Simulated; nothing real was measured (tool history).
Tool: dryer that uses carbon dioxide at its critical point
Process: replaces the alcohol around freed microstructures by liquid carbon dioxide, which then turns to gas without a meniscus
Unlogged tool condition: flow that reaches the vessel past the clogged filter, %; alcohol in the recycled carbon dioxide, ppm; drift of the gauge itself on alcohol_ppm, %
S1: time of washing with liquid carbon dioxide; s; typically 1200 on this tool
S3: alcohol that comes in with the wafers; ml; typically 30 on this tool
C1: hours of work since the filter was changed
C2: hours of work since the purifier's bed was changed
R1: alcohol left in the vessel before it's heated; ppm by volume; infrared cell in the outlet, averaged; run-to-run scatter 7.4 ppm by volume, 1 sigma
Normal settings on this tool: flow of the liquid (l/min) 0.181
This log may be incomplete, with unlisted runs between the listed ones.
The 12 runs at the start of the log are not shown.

{"run": 13, "hour": 224.7, "S1": 1200, "flow of the liquid (l/min)": 0.181, "S3": 30, "C1": 126, "C2": 456, "R1": 541}
{"run": 14, "hour": 243.6, "S1": 1200, "flow of the liquid (l/min)": 0.181, "S3": 30, "C1": 135, "C2": 465, "R1": 540}
{"run": 15, "hour": 258.7, "S1": 1200, "flow of the liquid (l/min)": 0.181, "S3": 30, "C1": 143, "C2": 473, "R1": 552}
{"run": 16, "hour": 281.3, "S1": 1200, "flow of the liquid (l/min)": 0.181, "S3": 30, "C1": 154, "C2": 484, "R1": 568}
{"run": 17, "hour": 297.1, "S1": 1200, "flow of the liquid (l/min)": 0.181, "S3": 30, "C1": 162, "C2": 492, "R1": 588}
{"run": 18, "hour": 307.5, "S1": 1200, "flow of the liquid (l/min)": 0.181, "S3": 30, "C1": 167, "C2": 497, "R1": 579}
{"run": 19, "hour": 317.8, "S1": 1200, "flow of the liquid (l/min)": 0.181, "S3": 30, "C1": 172, "C2": 502, "R1": 604}
{"run": 20, "hour": 332.6, "S1": 1200, "flow of the liquid (l/min)": 0.181, "S3": 76, "C1": 179, "C2": 509, "R1": 1414}
{"run": 21, "hour": 355.9, "S1": 1020, "flow of the liquid (l/min)": 0.185, "S3": 108, "C1": 191, "C2": 521, "R1": 3792}

The next listed run, before its measurement:
{"run": 22, "hour": 373.8, "S1": 1440, "flow of the liquid (l/min)": 0.237, "S3": 71, "C1": 199, "C2": 529, "R1": "?"}

R1: 162 ppm by volume
The same run, on a tool lacking any hidden state, would have yielded R1 52 ppm by volume.
